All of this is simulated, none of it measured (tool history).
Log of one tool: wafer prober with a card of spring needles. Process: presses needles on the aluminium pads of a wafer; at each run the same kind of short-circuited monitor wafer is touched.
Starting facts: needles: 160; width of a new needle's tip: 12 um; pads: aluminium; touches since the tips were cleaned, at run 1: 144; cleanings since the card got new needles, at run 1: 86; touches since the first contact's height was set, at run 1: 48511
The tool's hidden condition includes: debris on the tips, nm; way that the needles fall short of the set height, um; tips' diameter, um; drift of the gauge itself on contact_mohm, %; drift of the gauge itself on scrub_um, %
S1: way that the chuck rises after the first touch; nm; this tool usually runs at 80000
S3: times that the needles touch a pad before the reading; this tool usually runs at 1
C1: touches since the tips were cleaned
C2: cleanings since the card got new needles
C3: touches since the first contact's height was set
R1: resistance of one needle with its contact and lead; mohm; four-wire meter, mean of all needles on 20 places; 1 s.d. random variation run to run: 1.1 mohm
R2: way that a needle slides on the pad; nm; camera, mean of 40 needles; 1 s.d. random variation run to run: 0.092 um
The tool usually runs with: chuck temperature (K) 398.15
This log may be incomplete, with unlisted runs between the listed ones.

Run 1, hour 0: usual settings; C1 144; C2 86; C3 48511. Result: R1 136 mohm, R2 14650 nm.
At hour 4.5: tips cleaned on abrasive film.
At hour 9.1: tips cleaned on abrasive film.
At hour 14.7: tips cleaned on abrasive film.
At hour 20.3: tips cleaned on abrasive film.
At hour 26: tips cleaned on abrasive film.
At hour 31.6: tips cleaned on abrasive film.
At hour 37.3: tips cleaned on abrasive film.
At hour 42.9: tips cleaned on abrasive film.
At hour 48.5: tips cleaned on abrasive film.
At hour 54.2: tips cleaned on abrasive film.
Run 2, hour 58.3: usual settings but chuck temperature (K) 304.15; C1 2727; C2 96; C3 86413. Result: R1 125 mohm, R2 14320 nm.
At hour 59.5: tips cleaned on abrasive film.
At hour 64: tips cleaned on abrasive film.
At hour 69.7: tips cleaned on abrasive film.
At hour 74.2: tips cleaned on abrasive film.
At hour 79.9: tips cleaned on abrasive film.
At hour 85.5: tips cleaned on abrasive film.
At hour 90: tips cleaned on abrasive film.
At hour 95.7: tips cleaned on abrasive film.
At hour 101.3: tips cleaned on abrasive film.
At hour 106.9: tips cleaned on abrasive film.
At hour 112.6: tips cleaned on abrasive film.
Run 3, hour 114.3: usual settings but S1 81000 nm; C1 1148; C2 107; C3 122736. Result: R1 137 mohm, R2 14210 nm.
At hour 117.8: tips cleaned on abrasive film.
At hour 123.4: tips cleaned on abrasive film.
At hour 129: tips cleaned on abrasive film.
At hour 134.7: tips cleaned on abrasive film.
At hour 139.2: tips cleaned on abrasive film.
At hour 144.8: tips cleaned on abrasive film.
At hour 150.5: tips cleaned on abrasive film.
At hour 156.1: tips cleaned on abrasive film.
At hour 161.8: tips cleaned on abrasive film.
Run 4, hour 163.1: usual settings but S1 81000 nm; C1 861; C2 116; C3 154377. Result: R1 136 mohm, R2 14210 nm.
At hour 166.5: tips cleaned on abrasive film.
At hour 172.1: tips cleaned on abrasive film.
At hour 177.8: tips cleaned on abrasive film.
At hour 183.4: tips cleaned on abrasive film.
At hour 189.1: tips cleaned on abrasive film.
At hour 194.7: tips cleaned on abrasive film.
At hour 200.3: tips cleaned on abrasive film.
At hour 206: tips cleaned on abrasive film.
Run 5, hour 209.3: usual settings but S1 81000 nm, chuck temperature (K) 305.15; C1 2190; C2 124; C3 184417. Result: R1 125 mohm, R2 14160 nm.
At hour 211.6: tips cleaned on abrasive film.
At hour 217.2: tips cleaned on abrasive film.
At hour 222.9: tips cleaned on abrasive film.
At hour 227.4: tips cleaned on abrasive film.
At hour 233.1: tips cleaned on abrasive film, once more.
At hour 238.7: tips cleaned on abrasive film.
Run 6, hour 239.3: usual settings; C1 428; C2 130; C3 203898. Result: R1 135 mohm, R2 13800 nm.
At hour 243.9: tips cleaned on abrasive film.
At hour 248.4: tips cleaned on abrasive film.
At hour 254: tips cleaned on abrasive film.
At hour 259.7: tips cleaned on abrasive film.
At hour 265.3: tips cleaned on abrasive film.
Run 7, hour 268.4: usual settings; C1 2070; C2 135; C3 222823. Result: R1 138 mohm, R2 13740 nm.
At hour 270.8: tips cleaned on abrasive film.
At hour 275.3: tips cleaned on abrasive film.
At hour 280.9: tips cleaned on abrasive film.
At hour 286.6: tips cleaned on abrasive film.
At hour 292.2: tips cleaned on abrasive film.
At hour 297.9: tips cleaned on abrasive film.
At hour 302.4: tips cleaned on abrasive film.
At hour 308: tips cleaned on abrasive film.
Run 8, hour 308.8: usual settings; C1 508; C2 143; C3 248980. Result: R1 137 mohm, R2 13570 nm.
At hour 310.2: height of the first contact set anew.
At hour 313.6: tips cleaned on abrasive film.
At hour 319.3: tips cleaned on abrasive film.
At hour 324.9: tips cleaned on abrasive film.
At hour 330.6: tips cleaned on abrasive film.
At hour 336.2: tips cleaned on abrasive film.
At hour 341.8: tips cleaned on abrasive film.
At hour 347.5: tips cleaned on abrasive film.
At hour 353.1: tips cleaned on abrasive film.
At hour 358.8: tips cleaned on abrasive film.
At hour 364.4: tips cleaned on abrasive film.
Run 9, hour 365.9: usual settings; C1 968; C2 153; C3 36144. Result: R1 136 mohm, R2 14660 nm.
At hour 369.3: tips cleaned on abrasive film.
At hour 373.8: tips cleaned on abrasive film.
At hour 379.5: tips cleaned on abrasive film.
At hour 385.1: tips cleaned on abrasive film.
At hour 390.7: tips cleaned on abrasive film.
At hour 396.4: tips cleaned on abrasive film.
At hour 402: tips cleaned on abrasive film.
At hour 407.7: tips cleaned on abrasive film.
At hour 413.3: tips cleaned on abrasive film.
At hour 417.8: tips cleaned on abrasive film.
At hour 423.5: tips cleaned on abrasive film.
At hour 428: tips cleaned on abrasive film.
Run 10, hour 428.1: usual settings; C1 99; C2 165; C3 76551. Result: R1 133 mohm, R2 14350 nm.
At hour 432.7: tips cleaned on abrasive film.
At hour 438.3: tips cleaned on abrasive film.
At hour 444: tips cleaned on abrasive film.
At hour 449.6: tips cleaned on abrasive film.
At hour 455.2: tips cleaned on abrasive film.
At hour 460.9: tips cleaned on abrasive film.
At hour 465.4: tips cleaned on abrasive film.
At hour 470.7: tips cleaned on abrasive film.
Run 11, hour 470.7: usual settings but S1 95000 nm, S3 2; C1 0; C2 173; C3 104187. Result: R1 135 mohm, R2 17120 nm.
At hour 476.4: tips cleaned on abrasive film.
At hour 482: tips cleaned on abrasive film.
At hour 486.5: tips cleaned on abrasive film.
At hour 492.2: tips cleaned on abrasive film.
At hour 497.8: tips cleaned on abrasive film.
At hour 502.4: tips cleaned on abrasive film.
Run 12, hour 503.9: usual settings but S1 64000 nm; C1 989; C2 179; C3 125696. Result: R1 141 mohm, R2 11350 nm.

What does the tool deliver on the next run?
At hour 507.3: tips cleaned on abrasive film.
At hour 512.9: tips cleaned on abrasive film.
At hour 517.4: tips cleaned on abrasive film.
At hour 523.1: tips cleaned on abrasive film.
At hour 528.7: tips cleaned on abrasive film.
At hour 534.4: tips cleaned on abrasive film.
At hour 540: tips cleaned on abrasive film.
At hour 544.6: tips cleaned on abrasive film.
Run 13, hour 544.6: usual settings but S1 63000 nm, S3 3; C1 0; C2 187; C3 152149. Result: R1 ?, R2 ?.

Run 13 yielded R1 138 mohm, R2 10910 nm.
The same run, on a tool lacking any hidden state, would have yielded R1 137 mohm, R2 11580 nm.
